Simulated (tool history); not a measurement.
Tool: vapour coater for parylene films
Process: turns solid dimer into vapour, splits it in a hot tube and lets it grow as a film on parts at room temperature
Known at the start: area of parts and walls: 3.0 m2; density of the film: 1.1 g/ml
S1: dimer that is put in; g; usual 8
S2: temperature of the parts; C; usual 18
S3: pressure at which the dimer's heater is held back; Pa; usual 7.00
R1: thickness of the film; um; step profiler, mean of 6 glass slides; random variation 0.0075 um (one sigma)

run   hour  S1  S2    S3     R1
  1    0.0   8  18  7.00  1.773
  2   10.5   8  18  7.00  1.772
  3   24.7   8  18  7.00  1.767
  4   34.8   8  18  7.00  1.768
  5   56.2   8  18  7.00  1.755
  6   71.8  12  18  7.00  2.638
  7   95.4  12  18  7.00  2.631
  8  105.6   8  18  7.00  1.751
  9  123.6   8  18  7.00  1.748
 10  138.8   8  18  7.00  1.756
 11  161.7   8  18  7.00  1.758
 12  177.5   3  13  5.20  0.858
 13  197.9   3  22  5.20  0.543
 14  215.4   3  22  5.20  0.551
 15  228.3   9  30  7.00  1.092
 16  238.2   5  21  4.87  0.961
 17  262.2   4  18  6.17  0.876
 18  283.7   5  14  4.93  1.345
 19  295.7   8  27  7.00  1.131
     300.9  -- trap's valve overhauled
 20  316.5   7  17  7.00  1.593
 21  333.3   6  18  4.80  1.343

4 ways to go on from here, each from the tool as it stands after run 21. What would each give?
  A  353.5   6  18   4.80   ?
  B  353.5   7  14  10.22   ?
  C  353.5   4  16   2.18   ?
  D  353.5   9  18   4.74   ?

run     R1
  A  1.330
  B  1.803
  C  1.024
  D  1.996
Without the tool's hidden state the same runs would have given:
run     R1
  A  1.359
  B  1.842
  C  1.046
  D  2.040
